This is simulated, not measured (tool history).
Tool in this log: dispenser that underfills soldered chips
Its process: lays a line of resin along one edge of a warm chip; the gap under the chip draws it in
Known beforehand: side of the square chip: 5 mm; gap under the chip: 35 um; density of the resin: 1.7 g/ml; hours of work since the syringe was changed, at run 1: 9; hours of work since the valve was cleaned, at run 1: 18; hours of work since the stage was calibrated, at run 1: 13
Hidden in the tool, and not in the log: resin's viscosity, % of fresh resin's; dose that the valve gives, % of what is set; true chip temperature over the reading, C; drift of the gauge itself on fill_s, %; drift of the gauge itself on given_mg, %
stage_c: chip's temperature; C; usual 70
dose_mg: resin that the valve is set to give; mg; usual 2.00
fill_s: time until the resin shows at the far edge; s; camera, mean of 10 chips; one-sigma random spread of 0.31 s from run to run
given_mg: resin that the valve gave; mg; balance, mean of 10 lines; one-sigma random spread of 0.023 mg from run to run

| run | hour | stage_c | dose_mg | hours of work since the syringe was changed | hours of work since the valve was cleaned | hours of work since the stage was calibrated | fill_s | given_mg |
|---|---|---|---|---|---|---|---|---|
| 1 | 0.0 | 70 | 2.00 | 9 | 18 | 13 | 17.9 | 1.96 |
|  | 1.4 | new syringe of resin |
| 2 | 4.4 | 70 | 2.00 | 2 | 21 | 16 | 10.3 | 2.01 |
| 3 | 10.4 | 70 | 2.00 | 6 | 25 | 20 | 14.8 | 1.95 |
|  | 15.8 | new syringe of resin |
| 4 | 17.4 | 70 | 2.00 | 1 | 30 | 25 | 9.8 | 1.97 |
| 5 | 23.2 | 74 | 2.00 | 5 | 34 | 29 | 12.1 | 2.00 |
|  | 30.0 | new syringe of resin |
| 6 | 30.0 | 74 | 2.00 | 0 | 38 | 34 | 8.1 | 1.96 |
| 7 | 36.9 | 70 | 2.00 | 5 | 43 | 38 | 12.7 | 2.00 |
| 8 | 43.6 | 70 | 2.00 | 9 | 48 | 43 | 18.3 | 1.99 |
|  | 44.2 | new syringe of resin |
| 9 | 48.2 | 70 | 2.00 | 3 | 51 | 46 | 10.7 | 1.97 |
| 10 | 54.8 | 70 | 2.00 | 7 | 55 | 51 | 15.6 | 1.97 |
|  | 58.6 | new syringe of resin |
| 11 | 58.6 | 70 | 2.00 | 0 | 58 | 53 | 9.0 | 1.92 |
| 12 | 62.7 | 70 | 2.00 | 3 | 61 | 56 | 11.0 | 1.91 |
| 13 | 68.7 | 70 | 2.00 | 7 | 65 | 60 | 15.4 | 1.97 |
|  | 72.7 | new syringe of resin |
| 14 | 75.5 | 70 | 2.00 | 2 | 69 | 65 | 10.3 | 1.92 |
| 15 | 79.2 | 70 | 2.00 | 4 | 72 | 67 | 12.4 | 1.90 |
| 16 | 83.8 | 70 | 2.00 | 8 | 75 | 70 | 16.6 | 1.97 |
|  | 87.1 | new syringe of resin |
| 17 | 88.4 | 79 | 2.00 | 1 | 78 | 73 | 6.9 | 1.93 |
| 18 | 94.4 | 70 | 2.54 | 5 | 82 | 78 | 12.4 | 2.43 |
|  | 101.6 | new syringe of resin |
| 19 | 101.6 | 63 | 2.02 | 0 | 87 | 82 | 11.4 | 1.96 |
| 20 | 108.6 | 63 | 2.02 | 5 | 92 | 87 | 16.1 | 1.91 |

For run 21, what comes out?
| 21 | 113.7 | 63 | 2.34 | 8 | 96 | 91 | ? | ? |

{"run 21": {"fill_s": 20.7, "given_mg": 2.21}}
The same run, on a tool lacking any hidden state, would have yielded fill_s 11.5 s, given_mg 2.33 mg.
